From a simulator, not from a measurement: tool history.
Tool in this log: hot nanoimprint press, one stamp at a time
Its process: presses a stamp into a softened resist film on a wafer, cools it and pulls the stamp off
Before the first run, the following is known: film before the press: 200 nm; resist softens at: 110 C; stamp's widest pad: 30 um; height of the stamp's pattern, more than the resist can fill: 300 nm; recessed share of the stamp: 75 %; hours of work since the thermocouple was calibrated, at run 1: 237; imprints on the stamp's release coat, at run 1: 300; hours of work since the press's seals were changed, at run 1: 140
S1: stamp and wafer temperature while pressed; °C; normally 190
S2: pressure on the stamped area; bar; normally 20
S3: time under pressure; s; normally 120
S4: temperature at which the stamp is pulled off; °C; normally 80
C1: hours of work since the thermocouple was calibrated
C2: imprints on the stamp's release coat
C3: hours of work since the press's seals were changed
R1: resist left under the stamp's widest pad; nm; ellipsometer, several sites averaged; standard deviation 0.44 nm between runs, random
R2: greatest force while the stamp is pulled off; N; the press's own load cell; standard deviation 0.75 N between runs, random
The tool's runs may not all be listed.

run,hour,S1,S2,S3,S4,C1,C2,C3,R1,R2
1,0,190,20,120,80,237,300,140,101.2,108.5
2,7.4,190,20,120,80,243,323,146,101.2,106.5
3,13.9,190,20,120,80,248,343,151,102.6,106.8
4,20.4,190,20,120,80,253,363,156,102,108.1
5,29,190,30.1,120,80,260,389,163,84.3,107.5
6,38.5,190,30.1,120,80,267,419,170,84,107.3
7,48.1,190,30.1,120,80,274,448,178,84.2,106.8
8,52.8,190,30.1,120,80,278,463,181,84.3,108.5
9,57.4,190,17.7,120,80,281,477,185,108.4,108.3
10,62.7,190,17.7,120,80,285,493,189,107.4,107
11,70.8,190,20,120,80,292,518,195,102.1,107.5
12,78.2,182,20,120,80,297,541,201,129.9,106.8
13,87.8,182,20,120,87,305,570,208,129.4,90.2
# hour 94.4: stamp cleaned and given a new release coat
14,103.1,201,20,120,80,312,26,215,72.2,107.5
15,108,201,20,120,80,316,41,219,71.7,106.5
16,117.5,191,20.9,158,74,323,71,226,87.8,123.1
17,121.7,191,20.9,158,74,326,84,229,87.6,122
18,128.8,182,20,120,76,332,105,235,129.4,115.7
19,135,198,22.2,120,80,336,125,240,75.1,109
20,144.8,190,20,162,83,344,155,247,91.5,101.6
21,149.4,199,20,162,83,348,169,251,68.4,100.9
22,155.5,199,20,126,70,352,188,256,75.3,130.5
23,160.4,199,20,126,70,356,203,259,75.1,132
24,167.7,186,20.1,120,80,362,225,265,114.8,108.5

Expected results for the next run?
25,174.2,186,20.1,120,80,367,245,270,?,?

{"run 25": {"R1": 115.4, "R2": 107.3}}
With the hidden condition absent and the run-to-run variation left alone, this run would have shown R1 115.3 nm, R2 107.1 N.
